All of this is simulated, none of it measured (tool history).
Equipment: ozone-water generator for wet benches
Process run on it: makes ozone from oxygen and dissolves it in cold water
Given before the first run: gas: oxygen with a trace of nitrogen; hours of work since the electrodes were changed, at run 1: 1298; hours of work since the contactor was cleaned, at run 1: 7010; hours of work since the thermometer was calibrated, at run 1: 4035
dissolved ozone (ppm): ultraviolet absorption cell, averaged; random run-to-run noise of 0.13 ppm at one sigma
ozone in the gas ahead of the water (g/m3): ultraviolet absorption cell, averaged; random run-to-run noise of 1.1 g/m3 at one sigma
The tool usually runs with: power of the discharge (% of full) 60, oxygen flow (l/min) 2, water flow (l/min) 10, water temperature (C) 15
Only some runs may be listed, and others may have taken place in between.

run,day,power of the discharge (% of full),oxygen flow (l/min),water flow (l/min),water temperature (C),hours of work since the electrodes were changed,hours of work since the contactor was cleaned,hours of work since the thermometer was calibrated,dissolved ozone (ppm),ozone in the gas ahead of the water (g/m3)
1,0,60,2,10,15,1298,7010,4035,14.8,198.4
2,2.142,60,2,10,15,1339,7051,4076,14.6,199.4
3,4.592,60,2,10,15,1386,7098,4123,14.6,197
4,8.15,60,2,10,15,1454,7167,4192,14.7,198.1
5,11.729,60,2,10,12,1523,7235,4261,15.1,197.3
6,14.083,60,1.36,10,15,1568,7281,4306,14.5,257.2
7,18.154,60,1.36,10,15,1647,7359,4384,14.7,258.7
8,22.208,60,2,15,15,1724,7437,4462,9.9,197.7
9,26.096,60,3.37,10,15,1799,7511,4537,13.6,139.2
10,27.775,60,3.37,10,15,1831,7544,4569,13.9,138.4
11,30.008,60,3.37,10,15,1874,7587,4612,13.7,140.5
12,32.242,60,3.37,10,15,1917,7630,4655,13.5,137.3
13,36.179,67,1.71,9,10,1993,7705,4730,18.7,242
14,39.367,67,1.71,9,10,2054,7767,4792,18.6,238.6
15,41.075,62,1.61,8,12,2087,7799,4825,19.1,234.8
16,42.788,62,1.61,8,12,2120,7832,4858,18.9,234.7
17,46.042,77,2,10,15,2182,7895,4920,17.8,242.7
18,49.912,60,2,13,12,2257,7969,4994,11.7,198
19,52.758,60,2,9,12,2312,8024,5049,16.6,196.9
20,55.467,60,3.37,10,15,2364,8076,5101,13.6,139.9
21,57.379,60,2.44,10,15,2400,8113,5138,14.4,173.9
22,60.258,63,1.5,10,15,2456,8168,5193,15.1,250.6
23,64.258,63,1.5,10,15,2533,8245,5270,15.3,251.6
24,68.242,63,1.5,10,15,2609,8321,5347,15.2,253.8

Branching from run 24: 3 alternative next runs. What would each branch give?
A,71.508,56,1.02,10,16,2672,8384,5409,?,?
B,71.508,63,1.5,12,10,2672,8384,5409,?,?
C,71.508,63,1.53,10,15,2672,8384,5409,?,?

run,dissolved ozone (ppm),ozone in the gas ahead of the water (g/m3)
A,13.6,296.8
B,13.5,254.4
C,15,247.7
Stripped of hidden state, with their random variation kept, the same runs would have yielded:
run,dissolved ozone (ppm),ozone in the gas ahead of the water (g/m3)
A,13.6,297
B,13.5,254.5
C,15,247.9
